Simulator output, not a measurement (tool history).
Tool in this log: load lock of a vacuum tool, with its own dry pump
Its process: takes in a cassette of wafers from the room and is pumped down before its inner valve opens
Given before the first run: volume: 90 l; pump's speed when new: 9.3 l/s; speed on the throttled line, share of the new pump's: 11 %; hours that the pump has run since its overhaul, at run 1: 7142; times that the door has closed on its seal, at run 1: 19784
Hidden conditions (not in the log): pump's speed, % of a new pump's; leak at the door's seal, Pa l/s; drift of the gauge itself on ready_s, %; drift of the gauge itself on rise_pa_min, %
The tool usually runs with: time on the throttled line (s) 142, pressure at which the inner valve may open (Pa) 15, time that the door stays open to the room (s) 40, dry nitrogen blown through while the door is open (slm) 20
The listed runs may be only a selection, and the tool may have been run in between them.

run,hour,time on the throttled line (s),pressure at which the inner valve may open (Pa),time that the door stays open to the room (s),dry nitrogen blown through while the door is open (slm),hours that the pump has run since its overhaul,times that the door has closed on its seal,"incoming humidity of the room's air, %",time from the closed door until the inner valve may open (s),rise of the pressure with all valves shut (Pa/min)
1,0,142,15,40,20,7142,19784,43.6,216.7,0.315
2,249.2,142,15,222,20,7392,20247,46.3,216.3,0.366
3,400.6,142,15,222,20,7543,20529,44.4,217,0.377
4,695.7,142,15,222,20,7838,21077,46.7,217.4,0.396
5,958.6,142,15,40,20,8101,21565,46,219,0.361
6,1201.7,142,15,40,20,8344,22017,40,215.4,0.378
7,1414,142,15,40,20,8556,22412,44.7,217.2,0.393
8,1656.6,142,15,40,20,8799,22863,48.4,217.2,0.394
9,1859.4,142,15,40,5,9002,23240,43.6,217.6,0.416
10,2078.5,142,15,114,20,9221,23647,47.3,217.5,0.443
11,2358.9,142,15,114,20,9501,24168,42.2,217.1,0.455
12,2543.7,142,15,114,20,9686,24511,44.3,216.4,0.465
13,2749.5,142,15,114,20,9892,24893,43.6,219.3,0.474
14,2948.4,142,15,40,20,10091,25263,44.9,217.1,0.476
15,3093.6,142,15,40,20,10236,25533,44,216,0.475
# hour 3129.2: door's seal changed, seat wiped
16,3290.3,142,15,40,20,10431,300,45.2,219.5,0.028
17,3553.4,92,16,39,20,10694,788,43.1,175.2,0.034
18,3754.2,92,12,39,26,10895,1162,45.9,176.3,0.03
19,3948.6,92,15,153,30,11089,1523,46.9,175.9,0.059
20,4136.1,139,15,94,25,11277,1871,46.7,216.2,0.054
21,4387.5,139,15,94,25,11528,2338,40.6,216.6,0.045
22,4664.7,142,15,40,29,11806,2854,44.9,220,0.037
23,4841,81,15,76,20,11982,3181,44.7,166.8,0.063
24,5094.4,105,17,28,20,12235,3652,46.8,186,0.045
25,5285.8,105,17,28,20,12427,4008,45.7,185.8,0.052
26,5412.1,142,16,40,12,12553,4243,43.9,217.4,0.06
27,5536,142,16,40,12,12677,4473,44.9,216.3,0.062
28,5692.8,142,16,111,12,12834,4764,44.8,221.1,0.091

What if the next run were any one of these 5? Each begins from the tool's condition after run 28:
A,5940.9,249,15,40,20,13082,5225,45.5,?,?
B,5940.9,123,15,40,20,13082,5225,43.5,?,?
C,5940.9,142,16,189,12,13082,5225,45.2,?,?
D,5940.9,130,16,111,12,13082,5225,44.8,?,?
E,5940.9,142,15,148,19,13082,5225,46.2,?,?

run,time from the closed door until the inner valve may open (s),rise of the pressure with all valves shut (Pa/min)
A,316.5,0.071
B,201.9,0.065
C,220.8,0.117
D,210,0.091
E,221.6,0.101
With no hidden state in the tool, these same runs would have given:
run,time from the closed door until the inner valve may open (s),rise of the pressure with all valves shut (Pa/min)
A,310.3,0.032
B,194.3,0.026
C,213.4,0.078
D,202.5,0.051
E,214.2,0.062

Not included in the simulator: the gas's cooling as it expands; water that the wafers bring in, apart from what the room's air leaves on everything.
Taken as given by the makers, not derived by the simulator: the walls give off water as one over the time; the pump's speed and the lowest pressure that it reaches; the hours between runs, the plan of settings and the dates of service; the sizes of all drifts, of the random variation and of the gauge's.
